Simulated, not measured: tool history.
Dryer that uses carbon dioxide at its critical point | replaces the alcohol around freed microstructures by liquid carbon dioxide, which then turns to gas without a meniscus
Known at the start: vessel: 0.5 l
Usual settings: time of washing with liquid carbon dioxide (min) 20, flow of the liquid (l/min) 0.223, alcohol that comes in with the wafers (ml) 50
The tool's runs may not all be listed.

run     day  time of washing with liquid carbon dioxide (min)  flow of the liquid (l/min)  alcohol that comes in with the wafers (ml)  alcohol left in the vessel before it's heated (ppm by volume)
  1       0                                                20                       0.223                                          50                                                            200
  2   2.221                                                20                       0.344                                          50                                                             79
  3     4.7                                                20                       0.344                                          50                                                             89
      5.762  -- inlet filter changed
  4   6.246                                                20                       0.344                                          50                                                             83
  5   7.675                                                20                       0.223                                          50                                                            207
  6      10                                                24                       0.223                                          50                                                            135
  7  12.092                                                12                       0.223                                          50                                                           2586
  8  13.521                                                12                       0.223                                          50                                                           2906
     15.125  -- inlet filter changed
  9  15.596                                                12                       0.223                                          50                                                           1691
 10  17.492                                                12                       0.223                                          50                                                           1967
 11  19.104                                                12                       0.223                                          50                                                           2130
 12  21.254                                                12                       0.223                                          50                                                           2522
 13  23.167                                                12                       0.223                                          50                                                           2943
     24.408  -- inlet filter changed
 14  25.346                                                12                       0.223                                          50                                                           1772
 15  27.592                                                12                       0.223                                          50                                                           2125
 16  30.208                                                12                       0.223                                          50                                                           2596
 17  32.233                                                12                       0.223                                          50                                                           3018
     33.667  -- inlet filter changed
 18  34.908                                                23                       0.192                                          34                                                            263
 19  36.771                                                23                        0.37                                          37                                                            191
 20  39.479                                                12                       0.241                                          26                                                           1054
 21  40.754                                                12                       0.241                                          26                                                           1246
 22  42.742                                                18                        0.32                                          69                                                            291
       43.1  -- inlet filter changed
 23  44.258                                                18                        0.32                                          69                                                            231
 24  46.525                                                17                       0.136                                          50                                                           3840
 25  48.746                                                19                       0.223                                          50                                                            499
 26  49.888                                                31                       0.187                                          42                                                            267
      52.45  -- inlet filter changed
 27   52.45                                                13                       0.187                                          42                                                           2091
 28  54.896                                                18                       0.165                                          50                                                           1447
 29  56.388                                                18                       0.264                                         117                                                            460
 30   58.65                                                20                       0.252                                          32                                                            314
 31  60.825                                                25                        0.26                                          72                                                            291
     61.862  -- inlet filter changed
 32  63.212                                                24                       0.307                                          55                                                            258

4 ways to go on from here, each from the tool as it stands after run 32. What would each give?
      65.05  -- purifier's bed changed
  A  65.129                                                13                       0.159                                          22                                                              ?
      65.05  -- purifier's bed changed
  B  65.129                                                16                       0.223                                          26                                                              ?
      65.05  -- purifier's bed changed
  C  65.129                                                12                       0.363                                          54                                                              ?
      65.05  -- purifier's bed changed
  D  65.129                                                24                       0.307                                         103                                                              ?

run  alcohol left in the vessel before it's heated (ppm by volume)
  A                                                           2103
  B                                                            267
  C                                                            154
  D                                                              8
Without the tool's hidden state the same runs would have given:
run  alcohol left in the vessel before it's heated (ppm by volume)
  A                                                           1748
  B                                                            196
  C                                                            105
  D                                                              5
